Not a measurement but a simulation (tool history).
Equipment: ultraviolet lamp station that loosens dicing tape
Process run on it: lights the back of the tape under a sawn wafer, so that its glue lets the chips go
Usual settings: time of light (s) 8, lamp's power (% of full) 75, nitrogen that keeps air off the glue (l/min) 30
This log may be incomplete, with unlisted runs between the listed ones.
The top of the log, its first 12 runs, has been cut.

run	hour	time of light (s)	lamp's power (% of full)	nitrogen that keeps air off the glue (l/min)	hours of work of the lamp	hours of work since the window was cleaned	force that peels the tape off (N)	light that reached the tape (mJ/cm2)
13	151.8	8	75	30	266	266	1.001	424
14	164.5	8	75	30	276	276	0.993	424
15	181.9	8	75	30	289	289	0.994	420
16	197.6	8	75	30	301	301	0.990	412
17	216.1	8	75	30	315	315	1.045	410
18	229.3	9	93	45	325	325	0.431	571
19	242.6	10	75	30	335	335	0.698	504
20	259.9	16	69	14	349	349	0.628	748
21	274.8	6	84	14	360	360	2.229	336
22	292.4	8	83	30	373	373	0.911	443
23	301.0	13	75	30	380	380	0.444	650
24	310.5	13	75	30	387	387	0.446	636
25	329.0	13	90	10	401	401	0.834	766
26	337.9	4	62	10	408	408	4.618	163
27	348.7	6	100	26	416	416	1.242	389
28	358.8	6	100	26	424	424	1.322	384
29	371.3	6	100	35	433	433	0.984	385
30	390.1	6	75	35	448	448	1.651	286
31	406.2	6	75	35	460	460	1.649	285
32	421.3	6	75	35	471	471	1.710	284
33	433.5	7	78	22	481	481	1.722	340

Each row is a separate what-if for the run after 33, all from the same tool condition, not one after another. Results?
A	451.6	5	78	18	494	494	?	?
B	451.6	7	78	58	494	494	?	?
C	451.6	8	75	49	494	494	?	?
D	451.6	14	71	47	494	494	?	?
E	451.6	11	78	27	494	494	?	?

run	force that peels the tape off (N)	light that reached the tape (mJ/cm2)
A	2.948	241
B	0.927	340
C	0.893	374
D	0.373	621
E	0.692	536
The same runs, with their run-to-run variation unchanged, on a tool lacking any hidden condition would have given:
run	force that peels the tape off (N)	light that reached the tape (mJ/cm2)
A	2.125	322
B	0.546	453
C	0.529	499
D	0.277	826
E	0.416	713

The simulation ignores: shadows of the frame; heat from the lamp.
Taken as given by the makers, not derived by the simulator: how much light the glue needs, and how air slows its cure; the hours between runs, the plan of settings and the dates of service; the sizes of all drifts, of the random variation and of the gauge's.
